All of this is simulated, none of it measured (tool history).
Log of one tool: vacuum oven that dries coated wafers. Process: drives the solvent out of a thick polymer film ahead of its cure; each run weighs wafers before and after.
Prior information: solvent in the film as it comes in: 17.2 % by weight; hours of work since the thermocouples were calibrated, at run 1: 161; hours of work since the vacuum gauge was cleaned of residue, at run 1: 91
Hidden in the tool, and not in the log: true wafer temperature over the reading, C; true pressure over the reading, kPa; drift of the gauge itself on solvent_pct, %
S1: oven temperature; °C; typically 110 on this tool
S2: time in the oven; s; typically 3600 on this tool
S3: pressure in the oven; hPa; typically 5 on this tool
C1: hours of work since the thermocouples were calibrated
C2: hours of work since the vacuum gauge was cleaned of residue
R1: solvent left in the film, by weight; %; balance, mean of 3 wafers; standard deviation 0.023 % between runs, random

Run 1, day 0: usual settings; C1 161; C2 91. Result: R1 1.52 %.
Run 2, day 0.358: usual settings; C1 165; C2 95. Result: R1 1.49 %.
Run 3, day 0.667: usual settings; C1 168; C2 98. Result: R1 1.47 %.
Run 4, day 0.946: usual settings; C1 171; C2 101. Result: R1 1.48 %.
Run 5, day 1.379: usual settings but S2 3060 s; C1 176; C2 106. Result: R1 2.04 %.
Run 6, day 1.638: usual settings but S2 3060 s; C1 179; C2 109. Result: R1 2 %.
Run 7, day 1.929: usual settings but S2 3060 s; C1 182; C2 112. Result: R1 1.98 %.
Run 8, day 2.308: usual settings; C1 186; C2 116. Result: R1 1.52 %.
Run 9, day 2.6: usual settings; C1 189; C2 119. Result: R1 1.5 %.

Predict the results of run 10:
Run 10, day 3.142: usual settings but S2 1860 s; C1 195; C2 125. Result: R1 ?.

{"run 10": {"R1": 4.07}}
Minus the tool's unlogged condition, the same run would have read R1 3.95 %.
